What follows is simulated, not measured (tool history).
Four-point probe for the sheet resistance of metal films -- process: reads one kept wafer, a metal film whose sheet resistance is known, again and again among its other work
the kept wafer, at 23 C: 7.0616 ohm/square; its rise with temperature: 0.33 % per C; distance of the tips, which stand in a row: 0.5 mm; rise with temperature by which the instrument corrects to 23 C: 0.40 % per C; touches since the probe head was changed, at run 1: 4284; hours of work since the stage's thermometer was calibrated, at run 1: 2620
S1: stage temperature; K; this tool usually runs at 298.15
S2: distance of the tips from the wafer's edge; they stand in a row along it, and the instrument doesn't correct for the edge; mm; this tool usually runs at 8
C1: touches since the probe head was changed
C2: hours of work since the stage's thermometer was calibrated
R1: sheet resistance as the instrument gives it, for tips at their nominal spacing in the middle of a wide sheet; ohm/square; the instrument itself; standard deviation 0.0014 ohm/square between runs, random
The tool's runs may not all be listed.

run    hour      S1  S2     C1    C2        R1
  1     0.0  298.15   8   4284  2620  7.066945
       25.9  -- stage's thermometer calibrated
  2    29.8  298.15   8   4870     3  7.065821
  3    52.7  298.15   8   5329    17  7.066875
  4    77.1  298.15   8   5816    33  7.068148
  5   118.1  298.15   8   6635    59  7.067581
  6   138.4  298.15  20   7042    72  7.053455
  7   161.8  298.15   8   7511    87  7.064169
  8   198.3  298.15   8   8240   111  7.067394
  9   232.2  298.15   8   8917   133  7.066332
 10   275.7  298.15   8   9788   161  7.065226
 11   295.4  298.15   8  10182   173  7.066154
 12   334.2  294.15   8  10959   198  7.085664
 13   361.5  298.15   8  11504   216  7.068064
 14   380.4  298.15  74  11883   228  7.053269
 15   422.2  298.15  74  12718   255  7.052374
 16   465.8  298.15  71  13590   283  7.051835
 17   496.8  306.15   8  14210   303  7.033265
 18   516.5  306.15   8  14604   315  7.029891
 19   561.1  306.15   8  15495   344  7.031222
 20   580.0  298.15   8  15874   356  7.066600
 21   620.2  298.15   8  16678   382  7.066794
 22   653.4  298.15   8  17341   403  7.067469
 23   699.2  303.15  23  18258   433  7.032714
 24   722.9  303.15  23  18730   448  7.030829
 25   762.8  303.15   4  19528   473  7.089032
 26   793.7  295.15   4  20146   493  7.126415
 27   817.1  296.15   4  20615   508  7.122251
 28   853.4  296.15   4  21342   532  7.120854
 29   883.7  291.15   4  21946   551  7.145169
 30   915.1  301.15   4  22574   571  7.099304
 31   939.1  294.15   4  23055   587  7.131273
 32   968.2  294.15   4  23636   605  7.131438
 33   996.3  297.15  13  24199   623  7.060985
 34  1021.9  295.15   9  24710   640  7.077702
 35  1048.1  294.15  35  25234   657  7.073858
 36  1094.7  298.15  44  26165   687  7.055645
 37  1134.0  298.15  44  26952   712  7.051942
 38  1164.0  298.15  46  27552   731  7.053145
 39  1204.9  298.15  46  28371   757  7.051146
 40  1232.5  298.15  62  28921   775  7.051858
 41  1265.7  292.15  20  29586   796  7.081650

Take each entry between the runs: how does the hidden state at the last listed run before it differ from the hidden state at the first listed run after it?
Run 1 -> run 2: stage's thermometer calibrated (hour 25.9)
  wafer's true temperature over the reading, C: 0.01 -> 0
